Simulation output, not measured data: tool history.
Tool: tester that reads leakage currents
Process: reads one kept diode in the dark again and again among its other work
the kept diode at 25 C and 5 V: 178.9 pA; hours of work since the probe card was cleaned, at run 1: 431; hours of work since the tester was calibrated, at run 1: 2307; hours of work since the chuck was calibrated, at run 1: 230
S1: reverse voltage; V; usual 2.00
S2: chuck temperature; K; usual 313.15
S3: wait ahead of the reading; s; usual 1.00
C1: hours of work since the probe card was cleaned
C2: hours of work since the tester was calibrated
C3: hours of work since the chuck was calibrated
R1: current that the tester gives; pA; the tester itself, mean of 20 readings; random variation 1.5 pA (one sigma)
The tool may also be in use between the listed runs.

| run | hour | S1 | S2 | S3 | C1 | C2 | C3 | R1 |
|---|---|---|---|---|---|---|---|---|
| 1 | 0.0 | 2.00 | 313.15 | 1.00 | 431 | 2307 | 230 | 510.35 |
| 2 | 132.3 | 2.00 | 313.15 | 1.00 | 536 | 2412 | 335 | 511.47 |
| 3 | 257.0 | 2.00 | 313.15 | 1.00 | 634 | 2510 | 434 | 509.49 |
| 4 | 459.6 | 10.35 | 313.15 | 1.00 | 794 | 2671 | 594 | 939.59 |
| 5 | 657.7 | 5.55 | 313.15 | 1.00 | 951 | 2827 | 750 | 748.86 |
|  | 730.4 | chuck's temperature calibrated |
| 6 | 913.3 | 2.00 | 323.15 | 2.71 | 1151 | 3028 | 145 | 1191.61 |
| 7 | 1028.7 | 2.00 | 323.15 | 2.71 | 1243 | 3119 | 236 | 1196.20 |
| 8 | 1269.7 | 2.00 | 318.15 | 9.08 | 1433 | 3310 | 426 | 789.19 |

Run 9 comes next. What will it give?
| 9 | 1514.4 | 2.00 | 318.15 | 9.08 | 1627 | 3503 | 620 | ? |

R1: 792.14 pA
Without the tool's hidden state the same run would have given R1 790.90 pA.

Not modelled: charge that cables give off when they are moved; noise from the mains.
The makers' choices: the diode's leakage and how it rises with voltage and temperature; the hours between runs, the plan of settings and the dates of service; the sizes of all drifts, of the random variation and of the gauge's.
